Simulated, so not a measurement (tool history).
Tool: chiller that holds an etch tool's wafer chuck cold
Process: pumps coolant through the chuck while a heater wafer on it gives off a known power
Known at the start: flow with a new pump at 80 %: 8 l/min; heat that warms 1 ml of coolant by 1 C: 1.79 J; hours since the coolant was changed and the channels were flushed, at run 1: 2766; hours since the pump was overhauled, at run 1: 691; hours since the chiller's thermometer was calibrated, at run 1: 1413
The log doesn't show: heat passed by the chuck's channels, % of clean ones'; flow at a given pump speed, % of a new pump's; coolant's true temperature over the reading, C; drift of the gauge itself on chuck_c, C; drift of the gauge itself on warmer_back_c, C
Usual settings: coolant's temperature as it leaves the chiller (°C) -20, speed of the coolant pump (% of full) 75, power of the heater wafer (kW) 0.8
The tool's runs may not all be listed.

run,hour,coolant's temperature as it leaves the chiller (°C),speed of the coolant pump (% of full),power of the heater wafer (kW),hours since the coolant was changed and the channels were flushed,hours since the pump was overhauled,hours since the chiller's thermometer was calibrated,chuck's temperature once it has settled (°C),how much warmer the coolant comes back (C)
1,0,-20,75,0.8,2766,691,1413,-12.7,3.56
2,118.7,-20,75,0.8,2885,809,1532,-12.7,3.62
3,209.1,-20,75,0.8,2975,900,1622,-12.6,3.58
4,375.8,-20,75,0.8,3142,1067,1789,-12.8,3.6
5,512.5,-20,75,0.8,3279,1203,1926,-12.5,3.68
6,620.8,-20,75,0.8,3387,1311,2034,-12.7,3.6
7,757.1,-20,75,0.8,3523,1448,2170,-12.7,3.62
# hour 772.5: chiller's thermometer calibrated
8,845.2,-20,75,0.688,3610,1535,73,-13.5,3.13
9,939,-20,75,0.8,3704,1629,166,-12.5,3.65
10,1048.1,-20,75,0.8,3813,1738,276,-12.7,3.75
11,1214.1,-20,75,0.8,3979,1904,442,-12.5,3.66
12,1324,-29,67,0.531,4089,2014,551,-23.4,2.75
13,1469.2,-18,75,0.8,4235,2159,697,-10.4,3.66
14,1574.4,-18,75,0.8,4340,2264,802,-10.3,3.66
# hour 1590.1: chiller's thermometer calibrated, once more
15,1741.9,-29,75,0.752,4506,2431,152,-22.3,3.46
16,1907.3,-20,75,1.149,4672,2596,317,-9.5,5.28
17,2025.8,-20,75,1.149,4790,2715,436,-9.7,5.27
18,2143.9,-16,67,0.498,4908,2833,554,-10.9,2.52

4 ways to go on from here, each from the tool as it stands after run 18. What would each give?
A,2302.3,-19,97,1.153,5067,2991,712,?,?
B,2302.3,-23,63,1.002,5067,2991,712,?,?
C,2302.3,-20,75,0.744,5067,2991,712,?,?
D,2302.3,-30,83,1.102,5067,2991,712,?,?

run,chuck's temperature once it has settled (°C),how much warmer the coolant comes back (C)
A,-10.3,4.14
B,-12.5,5.51
C,-13.2,3.45
D,-20.6,4.61
Without the tool's hidden state the same runs would have given:
run,chuck's temperature once it has settled (°C),how much warmer the coolant comes back (C)
A,-11.2,4
B,-13.5,5.33
C,-13.9,3.34
D,-21.6,4.46
